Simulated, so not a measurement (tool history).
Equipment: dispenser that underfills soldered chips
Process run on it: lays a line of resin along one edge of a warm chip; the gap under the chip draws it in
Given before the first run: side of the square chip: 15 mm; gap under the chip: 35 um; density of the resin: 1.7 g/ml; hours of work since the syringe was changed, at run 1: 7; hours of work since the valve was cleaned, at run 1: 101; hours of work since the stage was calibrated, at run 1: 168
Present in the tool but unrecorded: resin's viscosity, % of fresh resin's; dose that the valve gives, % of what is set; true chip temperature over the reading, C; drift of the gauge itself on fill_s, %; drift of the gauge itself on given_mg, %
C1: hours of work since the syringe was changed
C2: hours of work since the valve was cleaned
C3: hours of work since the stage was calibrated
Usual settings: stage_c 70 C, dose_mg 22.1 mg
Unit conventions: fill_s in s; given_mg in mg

run 1 day=0.000 | stage_c=70 dose_mg=22.1 | C1=7 C2=101 C3=168 | fill_s=563.1 given_mg=20.85
-- day=0.229 new syringe of resin
run 2 day=0.229 | stage_c=70 dose_mg=27.9 | C1=0 C2=105 C3=172 | fill_s=337.8 given_mg=26.14
run 3 day=0.458 | stage_c=70 dose_mg=27.9 | C1=4 C2=109 C3=176 | fill_s=450.9 given_mg=25.93
run 4 day=0.721 | stage_c=70 dose_mg=27.9 | C1=9 C2=113 C3=181 | fill_s=645.5 given_mg=26.02
-- day=0.854 new syringe of resin
run 5 day=0.904 | stage_c=70 dose_mg=22.1 | C1=1 C2=116 C3=184 | fill_s=358.4 given_mg=20.53
run 6 day=1.129 | stage_c=70 dose_mg=22.1 | C1=5 C2=120 C3=188 | fill_s=494.9 given_mg=20.58
run 7 day=1.283 | stage_c=70 dose_mg=22.1 | C1=8 C2=123 C3=190 | fill_s=600.3 given_mg=20.55
-- day=1.367 dispensing valve cleaned and set on the balance
-- day=1.512 new syringe of resin
run 8 day=1.567 | stage_c=70 dose_mg=24.0 | C1=1 C2=3 C3=194 | fill_s=360.1 given_mg=24.00
run 9 day=1.738 | stage_c=70 dose_mg=22.1 | C1=4 C2=6 C3=197 | fill_s=446.0 given_mg=22.07
run 10 day=1.904 | stage_c=70 dose_mg=22.1 | C1=7 C2=9 C3=200 | fill_s=554.9 given_mg=22.19
run 11 day=2.029 | stage_c=70 dose_mg=22.1 | C1=9 C2=12 C3=203 | fill_s=660.9 given_mg=22.05
-- day=2.146 new syringe of resin
run 12 day=2.171 | stage_c=70 dose_mg=22.1 | C1=0 C2=14 C3=205 | fill_s=339.1 given_mg=21.91
run 13 day=2.442 | stage_c=67 dose_mg=22.1 | C1=5 C2=19 C3=210 | fill_s=544.5 given_mg=21.99
run 14 day=2.633 | stage_c=67 dose_mg=22.1 | C1=9 C2=22 C3=213 | fill_s=699.7 given_mg=21.75
-- day=2.783 new syringe of resin
run 15 day=2.812 | stage_c=67 dose_mg=22.1 | C1=0 C2=25 C3=216 | fill_s=384.9 given_mg=21.64
run 16 day=2.938 | stage_c=67 dose_mg=22.1 | C1=3 C2=27 C3=218 | fill_s=452.7 given_mg=21.74
run 17 day=3.196 | stage_c=67 dose_mg=22.1 | C1=7 C2=32 C3=223 | fill_s=649.6 given_mg=21.65
-- day=3.425 new syringe of resin
run 18 day=3.508 | stage_c=67 dose_mg=22.1 | C1=1 C2=37 C3=228 | fill_s=421.6 given_mg=21.83
run 19 day=3.662 | stage_c=71 dose_mg=19.6 | C1=4 C2=40 C3=231 | fill_s=443.2 given_mg=19.19
run 20 day=3.804 | stage_c=78 dose_mg=19.6 | C1=7 C2=42 C3=233 | fill_s=432.2 given_mg=19.08
run 21 day=4.017 | stage_c=78 dose_mg=19.6 | C1=10 C2=46 C3=237 | fill_s=568.6 given_mg=19.29
-- day=4.046 new syringe of resin
run 22 day=4.321 | stage_c=78 dose_mg=19.6 | C1=5 C2=51 C3=242 | fill_s=369.9 given_mg=19.08
run 23 day=4.583 | stage_c=59 dose_mg=24.8 | C1=10 C2=56 C3=247 | fill_s=1030.3 given_mg=24.05
-- day=4.667 new syringe of resin
run 24 day=4.725 | stage_c=59 dose_mg=26.0 | C1=1 C2=58 C3=249 | fill_s=539.8 given_mg=25.24
run 25 day=4.988 | stage_c=56 dose_mg=28.3 | C1=6 C2=63 C3=254 | fill_s=869.0 given_mg=27.50
run 26 day=5.254 | stage_c=56 dose_mg=28.3 | C1=10 C2=68 C3=259 | fill_s=1218.8 given_mg=27.44
-- day=5.296 new syringe of resin
run 27 day=5.575 | stage_c=56 dose_mg=28.3 | C1=5 C2=73 C3=264 | fill_s=802.8 given_mg=27.23
run 28 day=5.733 | stage_c=56 dose_mg=28.3 | C1=8 C2=76 C3=267 | fill_s=983.5 given_mg=27.30
-- day=5.925 new syringe of resin
run 29 day=6.004 | stage_c=70 dose_mg=20.4 | C1=1 C2=81 C3=272 | fill_s=369.4 given_mg=19.48
run 30 day=6.308 | stage_c=70 dose_mg=20.4 | C1=7 C2=86 C3=277 | fill_s=569.8 given_mg=19.46
run 31 day=6.471 | stage_c=85 dose_mg=25.2 | C1=10 C2=89 C3=280 | fill_s=403.9 given_mg=24.02
-- day=6.542 new syringe of resin
run 32 day=6.683 | stage_c=81 dose_mg=20.8 | C1=3 C2=92 C3=284 | fill_s=273.7 given_mg=19.83
run 33 day=6.888 | stage_c=70 dose_mg=20.7 | C1=6 C2=96 C3=287 | fill_s=536.4 given_mg=19.63
run 34 day=7.012 | stage_c=70 dose_mg=20.7 | C1=8 C2=98 C3=289 | fill_s=631.4 given_mg=19.68
-- day=7.162 new syringe of resin
run 35 day=7.162 | stage_c=72 dose_mg=25.1 | C1=0 C2=101 C3=292 | fill_s=304.1 given_mg=23.81
run 36 day=7.288 | stage_c=72 dose_mg=25.1 | C1=2 C2=103 C3=294 | fill_s=350.4 given_mg=23.65

Below are 3 alternative next runs, each starting from the tool's condition after run 36. Predict each:
run A day=7.492 | stage_c=61 dose_mg=19.1 | C1=6 C2=107 C3=298 | fill_s=? given_mg=?
run B day=7.492 | stage_c=65 dose_mg=19.1 | C1=6 C2=107 C3=298 | fill_s=? given_mg=?
run C day=7.492 | stage_c=72 dose_mg=20.0 | C1=6 C2=107 C3=298 | fill_s=? given_mg=?

run=A fill_s=728.6 given_mg=18.05
run=B fill_s=638.6 given_mg=18.06
run=C fill_s=489.7 given_mg=18.92
The same runs, with their run-to-run variation unchanged, on a tool lacking any hidden condition would have given:
run=A fill_s=487.8 given_mg=19.16
run=B fill_s=426.9 given_mg=19.17
run=C fill_s=327.5 given_mg=20.09
